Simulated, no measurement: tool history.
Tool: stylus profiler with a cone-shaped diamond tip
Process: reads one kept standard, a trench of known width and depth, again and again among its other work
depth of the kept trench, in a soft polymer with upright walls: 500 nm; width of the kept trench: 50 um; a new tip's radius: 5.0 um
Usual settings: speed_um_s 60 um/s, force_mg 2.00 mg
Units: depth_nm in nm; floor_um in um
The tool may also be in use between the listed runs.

run 1 hour=0.0 | speed_um_s=60 force_mg=2.00 | depth_nm=508.24 floor_um=44.58
run 2 hour=22.3 | speed_um_s=60 force_mg=2.00 | depth_nm=508.29 floor_um=44.51
run 3 hour=44.1 | speed_um_s=60 force_mg=2.00 | depth_nm=508.25 floor_um=44.53
run 4 hour=57.0 | speed_um_s=60 force_mg=2.00 | depth_nm=508.46 floor_um=44.48
run 5 hour=76.3 | speed_um_s=60 force_mg=2.00 | depth_nm=508.30 floor_um=44.54
run 6 hour=90.0 | speed_um_s=60 force_mg=2.54 | depth_nm=509.66 floor_um=44.55
run 7 hour=109.5 | speed_um_s=60 force_mg=2.54 | depth_nm=509.82 floor_um=44.49
run 8 hour=121.6 | speed_um_s=60 force_mg=2.54 | depth_nm=509.81 floor_um=44.44
run 9 hour=139.6 | speed_um_s=60 force_mg=2.54 | depth_nm=509.80 floor_um=44.42
run 10 hour=151.3 | speed_um_s=158 force_mg=2.54 | depth_nm=509.82 floor_um=43.89
run 11 hour=163.2 | speed_um_s=158 force_mg=2.54 | depth_nm=509.88 floor_um=43.80
run 12 hour=187.2 | speed_um_s=158 force_mg=2.54 | depth_nm=509.97 floor_um=43.83
run 13 hour=211.9 | speed_um_s=158 force_mg=2.54 | depth_nm=510.31 floor_um=43.75
run 14 hour=236.2 | speed_um_s=71 force_mg=2.00 | depth_nm=508.60 floor_um=44.25
run 15 hour=249.6 | speed_um_s=71 force_mg=2.00 | depth_nm=508.43 floor_um=44.21
-- hour=251.1 height scale calibrated on a step standard
run 16 hour=265.0 | speed_um_s=71 force_mg=2.00 | depth_nm=509.24 floor_um=44.24
run 17 hour=277.7 | speed_um_s=60 force_mg=2.00 | depth_nm=509.23 floor_um=44.19
run 18 hour=301.6 | speed_um_s=39 force_mg=2.00 | depth_nm=509.14 floor_um=44.36
run 19 hour=322.0 | speed_um_s=60 force_mg=1.20 | depth_nm=507.26 floor_um=44.05
-- hour=332.8 height scale calibrated on a step standard, once more
run 20 hour=341.5 | speed_um_s=60 force_mg=1.20 | depth_nm=505.24 floor_um=44.07
run 21 hour=361.2 | speed_um_s=60 force_mg=1.20 | depth_nm=505.33 floor_um=44.09
run 22 hour=381.7 | speed_um_s=60 force_mg=0.78 | depth_nm=503.83 floor_um=43.89
run 23 hour=403.9 | speed_um_s=60 force_mg=0.78 | depth_nm=504.20 floor_um=43.90
run 24 hour=424.6 | speed_um_s=17 force_mg=3.08 | depth_nm=509.99 floor_um=44.42
run 25 hour=447.6 | speed_um_s=17 force_mg=3.08 | depth_nm=510.19 floor_um=44.42
run 26 hour=460.5 | speed_um_s=140 force_mg=5.26 | depth_nm=514.17 floor_um=43.84
run 27 hour=476.2 | speed_um_s=140 force_mg=5.26 | depth_nm=514.40 floor_um=43.84
run 28 hour=492.6 | speed_um_s=119 force_mg=1.23 | depth_nm=505.52 floor_um=43.38
run 29 hour=502.7 | speed_um_s=33 force_mg=1.82 | depth_nm=507.31 floor_um=44.18
run 30 hour=524.6 | speed_um_s=33 force_mg=1.82 | depth_nm=507.20 floor_um=44.22
run 31 hour=541.4 | speed_um_s=33 force_mg=1.82 | depth_nm=507.30 floor_um=44.16
run 32 hour=559.6 | speed_um_s=23 force_mg=2.33 | depth_nm=508.36 floor_um=44.21
run 33 hour=574.4 | speed_um_s=58 force_mg=2.47 | depth_nm=508.86 floor_um=43.96
run 34 hour=594.2 | speed_um_s=42 force_mg=2.47 | depth_nm=509.09 floor_um=44.07
run 35 hour=613.5 | speed_um_s=50 force_mg=1.73 | depth_nm=507.11 floor_um=43.95
run 36 hour=624.4 | speed_um_s=79 force_mg=2.00 | depth_nm=507.67 floor_um=43.71
run 37 hour=641.6 | speed_um_s=79 force_mg=2.00 | depth_nm=508.12 floor_um=43.77
run 38 hour=655.5 | speed_um_s=80 force_mg=5.15 | depth_nm=514.44 floor_um=43.95
run 39 hour=675.7 | speed_um_s=16 force_mg=2.00 | depth_nm=508.15 floor_um=44.15
run 40 hour=698.4 | speed_um_s=132 force_mg=0.76 | depth_nm=504.50 floor_um=42.74
run 41 hour=712.9 | speed_um_s=17 force_mg=3.04 | depth_nm=510.51 floor_um=44.14
run 42 hour=730.5 | speed_um_s=47 force_mg=2.23 | depth_nm=508.48 floor_um=43.98
run 43 hour=746.6 | speed_um_s=73 force_mg=0.91 | depth_nm=505.22 floor_um=43.49
run 44 hour=766.4 | speed_um_s=221 force_mg=2.32 | depth_nm=508.88 floor_um=42.72
run 45 hour=776.6 | speed_um_s=221 force_mg=2.32 | depth_nm=508.81 floor_um=42.75
run 46 hour=799.9 | speed_um_s=106 force_mg=1.04 | depth_nm=505.14 floor_um=43.07

Forecast each of these 4 alternatives for the next run:
run A hour=816.1 | speed_um_s=79 force_mg=0.92 | depth_nm=? floor_um=?
run B hour=816.1 | speed_um_s=106 force_mg=1.30 | depth_nm=? floor_um=?
run C hour=816.1 | speed_um_s=87 force_mg=0.75 | depth_nm=? floor_um=?
run D hour=816.1 | speed_um_s=21 force_mg=1.04 | depth_nm=? floor_um=?

run=A depth_nm=505.09 floor_um=43.31
run=B depth_nm=506.44 floor_um=43.22
run=C depth_nm=504.48 floor_um=43.10
run=D depth_nm=505.52 floor_um=43.93
Without the tool's hidden state the same runs would have given:
run=A depth_nm=504.33 floor_um=44.82
run=B depth_nm=505.68 floor_um=44.72
run=C depth_nm=503.73 floor_um=44.61
run=D depth_nm=504.76 floor_um=45.44
